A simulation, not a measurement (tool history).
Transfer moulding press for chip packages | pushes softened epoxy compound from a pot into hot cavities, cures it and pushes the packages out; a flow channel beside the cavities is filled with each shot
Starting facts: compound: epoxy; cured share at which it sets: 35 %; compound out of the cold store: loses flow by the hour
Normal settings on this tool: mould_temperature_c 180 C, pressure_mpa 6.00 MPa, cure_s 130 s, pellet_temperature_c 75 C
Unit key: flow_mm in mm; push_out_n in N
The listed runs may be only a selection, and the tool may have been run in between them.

| run | hour | mould_temperature_c | pressure_mpa | cure_s | pellet_temperature_c | incoming compound's hours out of the cold store | flow_mm | push_out_n |
|---|---|---|---|---|---|---|---|---|
| 1 | 0.0 | 180 | 6.00 | 130 | 75 | 35.1 | 491 | 376 |
| 2 | 33.2 | 180 | 6.00 | 130 | 75 | 41.4 | 478 | 381 |
| 3 | 55.1 | 180 | 6.00 | 130 | 75 | 29.0 | 502 | 410 |
| 4 | 72.4 | 180 | 6.95 | 130 | 75 | 10.3 | 564 | 433 |
| 5 | 88.5 | 180 | 5.95 | 130 | 75 | 19.9 | 505 | 403 |
|  | 99.1 | cavities cleaned with cleaning compound and waxed |
| 6 | 118.6 | 180 | 5.95 | 130 | 75 | 34.1 | 489 | 326 |
| 7 | 139.9 | 180 | 5.95 | 130 | 75 | 47.1 | 468 | 357 |
| 8 | 161.9 | 180 | 6.04 | 130 | 75 | 26.5 | 500 | 368 |
| 9 | 189.7 | 180 | 6.00 | 112 | 75 | 21.4 | 501 | 445 |
| 10 | 219.9 | 180 | 6.00 | 112 | 75 | 10.9 | 515 | 474 |
| 11 | 235.9 | 180 | 6.00 | 112 | 75 | 40.9 | 478 | 461 |
|  | 255.3 | cavities cleaned with cleaning compound and waxed |
| 12 | 257.4 | 180 | 6.00 | 112 | 75 | 14.3 | 505 | 343 |
| 13 | 278.5 | 180 | 6.00 | 112 | 75 | 38.4 | 479 | 362 |
| 14 | 296.5 | 180 | 6.00 | 112 | 75 | 24.9 | 492 | 412 |
|  | 321.3 | plunger's sealing rings changed |
| 15 | 324.1 | 180 | 6.00 | 112 | 75 | 47.8 | 488 | 408 |
| 16 | 355.8 | 180 | 5.64 | 112 | 82 | 27.9 | 492 | 447 |
| 17 | 389.4 | 180 | 6.00 | 162 | 75 | 43.2 | 491 | 381 |
|  | 414.0 | cavities cleaned with cleaning compound and waxed |
| 18 | 415.4 | 180 | 6.00 | 162 | 75 | 22.1 | 514 | 285 |
| 19 | 445.9 | 180 | 6.00 | 162 | 75 | 23.0 | 516 | 322 |
| 20 | 466.9 | 184 | 6.00 | 162 | 75 | 16.7 | 516 | 345 |
| 21 | 497.6 | 184 | 6.00 | 162 | 75 | 24.2 | 502 | 356 |
| 22 | 525.1 | 184 | 6.00 | 162 | 75 | 37.2 | 489 | 365 |
| 23 | 554.7 | 182 | 6.00 | 162 | 72 | 25.7 | 505 | 385 |
|  | 570.3 | cavities cleaned with cleaning compound and waxed |
| 24 | 575.6 | 187 | 6.21 | 135 | 76 | 22.9 | 509 | 303 |
| 25 | 593.4 | 187 | 7.35 | 115 | 76 | 44.8 | 520 | 327 |
| 26 | 613.9 | 180 | 5.20 | 130 | 84 | 31.7 | 459 | 353 |
| 27 | 635.3 | 187 | 5.20 | 115 | 73 | 18.1 | 467 | 359 |
| 28 | 668.6 | 187 | 5.20 | 115 | 73 | 27.0 | 455 | 380 |
| 29 | 693.9 | 180 | 6.00 | 112 | 75 | 45.0 | 476 | 452 |

Consider 4 possible next runs. They are alternatives, not a sequence: every one starts from the tool as it was left by run 29. What does each give?
| A | 721.2 | 180 | 6.00 | 125 | 75 | 18.5 | ? | ? |
| B | 721.2 | 180 | 6.84 | 112 | 83 | 43.4 | ? | ? |
| C | 721.2 | 182 | 5.38 | 112 | 75 | 42.3 | ? | ? |
| D | 721.2 | 180 | 6.93 | 130 | 79 | 9.9 | ? | ? |

| run | flow_mm | push_out_n |
|---|---|---|
| A | 505 | 415 |
| B | 508 | 453 |
| C | 449 | 435 |
| D | 555 | 424 |
Had the tool no hidden state, the same runs would have come out as:
| run | flow_mm | push_out_n |
|---|---|---|
| A | 523 | 305 |
| B | 527 | 335 |
| C | 466 | 318 |
| D | 575 | 309 |
